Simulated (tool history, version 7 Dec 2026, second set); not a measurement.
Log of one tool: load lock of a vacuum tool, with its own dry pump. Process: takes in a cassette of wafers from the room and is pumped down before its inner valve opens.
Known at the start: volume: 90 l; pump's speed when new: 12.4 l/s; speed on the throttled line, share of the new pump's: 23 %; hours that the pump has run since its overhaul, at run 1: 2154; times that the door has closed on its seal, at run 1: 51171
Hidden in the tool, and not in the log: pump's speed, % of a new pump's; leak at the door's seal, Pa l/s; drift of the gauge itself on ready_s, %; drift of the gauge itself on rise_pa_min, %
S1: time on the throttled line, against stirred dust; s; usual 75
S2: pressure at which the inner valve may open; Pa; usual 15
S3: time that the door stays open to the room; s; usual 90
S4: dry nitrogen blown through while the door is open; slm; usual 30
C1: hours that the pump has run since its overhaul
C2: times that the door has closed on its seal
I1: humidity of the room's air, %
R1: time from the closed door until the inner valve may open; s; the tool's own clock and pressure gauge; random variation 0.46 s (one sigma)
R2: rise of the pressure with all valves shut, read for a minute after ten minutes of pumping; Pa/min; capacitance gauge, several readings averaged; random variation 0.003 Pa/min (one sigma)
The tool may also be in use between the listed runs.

run 1 hour=0 | S1=75 S2=15 S3=90 S4=30 | C1=2154 C2=51171 | I1=43.3 | R1=122 R2=0.034
run 2 hour=302.5 | S1=40 S2=15 S3=90 S4=30 | C1=2456 C2=52557 | I1=46.3 | R1=94.8 R2=0.038
run 3 hour=848.4 | S1=40 S2=15 S3=90 S4=30 | C1=3002 C2=55059 | I1=43.5 | R1=95.2 R2=0.038
run 4 hour=1152.8 | S1=40 S2=15 S3=90 S4=30 | C1=3306 C2=56454 | I1=44.9 | R1=95.2 R2=0.038
run 5 hour=1453.4 | S1=75 S2=15 S3=90 S4=30 | C1=3607 C2=57832 | I1=49.4 | R1=121.8 R2=0.041
-- hour=1869.8 door's seal changed, seat wiped
run 6 hour=2007 | S1=90 S2=15 S3=90 S4=30 | C1=4159 C2=628 | I1=42 | R1=133.2 R2=0.04
run 7 hour=2388.3 | S1=75 S2=16 S3=90 S4=30 | C1=4540 C2=2376 | I1=45.7 | R1=122.1 R2=0.032
run 8 hour=2896.5 | S1=75 S2=15 S3=90 S4=30 | C1=5049 C2=4705 | I1=48.3 | R1=122.3 R2=0.038
run 9 hour=3285.2 | S1=75 S2=15 S3=90 S4=30 | C1=5437 C2=6487 | I1=46.8 | R1=122.4 R2=0.037
run 10 hour=3577.3 | S1=75 S2=20 S3=90 S4=30 | C1=5729 C2=7825 | I1=43.3 | R1=119.9 R2=0.034
run 11 hour=3811.2 | S1=75 S2=20 S3=90 S4=30 | C1=5963 C2=8898 | I1=42.6 | R1=120.5 R2=0.035
run 12 hour=4128.4 | S1=75 S2=20 S3=90 S4=30 | C1=6281 C2=10351 | I1=42.4 | R1=120.2 R2=0.034
run 13 hour=4507.2 | S1=75 S2=15 S3=90 S4=14 | C1=6659 C2=12088 | I1=46.6 | R1=122.2 R2=0.053
run 14 hour=4830.4 | S1=75 S2=15 S3=123 S4=30 | C1=6983 C2=13569 | I1=45.6 | R1=122.4 R2=0.038
run 15 hour=5294.7 | S1=75 S2=15 S3=123 S4=30 | C1=7447 C2=15697 | I1=44.1 | R1=122.2 R2=0.042
run 16 hour=5628.8 | S1=75 S2=15 S3=123 S4=30 | C1=7781 C2=17228 | I1=48.3 | R1=122.8 R2=0.043
run 17 hour=6001.4 | S1=75 S2=15 S3=123 S4=30 | C1=8154 C2=18936 | I1=42.8 | R1=122.3 R2=0.037
run 18 hour=6254.2 | S1=75 S2=15 S3=90 S4=30 | C1=8406 C2=20095 | I1=46.9 | R1=121.9 R2=0.039
run 19 hour=6732.7 | S1=75 S2=15 S3=90 S4=30 | C1=8885 C2=22287 | I1=49.3 | R1=121.6 R2=0.037
run 20 hour=7274.7 | S1=75 S2=25 S3=53 S4=14 | C1=9427 C2=24772 | I1=47.9 | R1=118.2 R2=0.049
run 21 hour=7549.4 | S1=75 S2=25 S3=53 S4=14 | C1=9702 C2=26031 | I1=49.3 | R1=118.8 R2=0.046
run 22 hour=7814.7 | S1=81 S2=12 S3=187 S4=30 | C1=9967 C2=27247 | I1=45 | R1=128 R2=0.045
run 23 hour=8041.1 | S1=79 S2=13 S3=90 S4=26 | C1=10193 C2=28284 | I1=44.6 | R1=125.8 R2=0.036
run 24 hour=8593 | S1=110 S2=15 S3=90 S4=30 | C1=10745 C2=30814 | I1=43.8 | R1=150 R2=0.035
run 25 hour=9099.1 | S1=75 S2=15 S3=90 S4=31 | C1=11251 C2=33134 | I1=44.1 | R1=122 R2=0.033
run 26 hour=9538.7 | S1=135 S2=14 S3=216 S4=35 | C1=11691 C2=35148 | I1=47.6 | R1=169.5 R2=0.048
run 27 hour=10051.8 | S1=135 S2=14 S3=216 S4=35 | C1=12204 C2=37500 | I1=45.5 | R1=169.1 R2=0.048
run 28 hour=10355.6 | S1=135 S2=14 S3=216 S4=35 | C1=12508 C2=38892 | I1=47.3 | R1=169.2 R2=0.045
run 29 hour=10676.5 | S1=135 S2=20 S3=36 S4=35 | C1=12829 C2=40363 | I1=46.1 | R1=166.4 R2=0.025
run 30 hour=11227 | S1=59 S2=20 S3=36 S4=9 | C1=13379 C2=42886 | I1=45.6 | R1=107.9 R2=0.045
run 31 hour=11681.5 | S1=40 S2=24 S3=42 S4=23 | C1=13834 C2=44969 | I1=44.6 | R1=91.8 R2=0.03
run 32 hour=12067.1 | S1=138 S2=15 S3=166 S4=36 | C1=14219 C2=46737 | I1=44.8 | R1=171.6 R2=0.039
run 33 hour=12552.4 | S1=138 S2=15 S3=102 S4=36 | C1=14705 C2=48961 | I1=45.1 | R1=170.1 R2=0.035
run 34 hour=13039.2 | S1=138 S2=15 S3=54 S4=36 | C1=15191 C2=51192 | I1=46.4 | R1=170.4 R2=0.028
run 35 hour=13457.2 | S1=64 S2=15 S3=113 S4=30 | C1=15609 C2=53108 | I1=42 | R1=113.7 R2=0.041
run 36 hour=13895.8 | S1=75 S2=15 S3=71 S4=29 | C1=16048 C2=55118 | I1=44.7 | R1=122 R2=0.037
run 37 hour=14454 | S1=71 S2=25 S3=42 S4=28 | C1=16606 C2=57677 | I1=44.2 | R1=115.5 R2=0.021
-- hour=14868.3 door's seal changed, seat wiped
run 38 hour=14927.1 | S1=71 S2=25 S3=42 S4=28 | C1=17078 C2=270 | I1=41.9 | R1=115.4 R2=0.028

3 ways to go on from here, each from the tool as it stands after run 38. What would each give?
run A hour=15462.8 | S1=51 S2=20 S3=69 S4=30 | C1=17613 C2=2725 | I1=45 | R1=? R2=?
run B hour=15462.8 | S1=71 S2=25 S3=42 S4=10 | C1=17613 C2=2725 | I1=44.8 | R1=? R2=?
run C hour=15462.8 | S1=75 S2=25 S3=29 S4=30 | C1=17613 C2=2725 | I1=43.4 | R1=? R2=?

run=A R1=102.3 R2=0.034
run=B R1=115.7 R2=0.044
run=C R1=118.2 R2=0.022
Without the tool's hidden state the same runs would have given:
run=A R1=102.3 R2=0.034
run=B R1=115.7 R2=0.044
run=C R1=118.2 R2=0.022
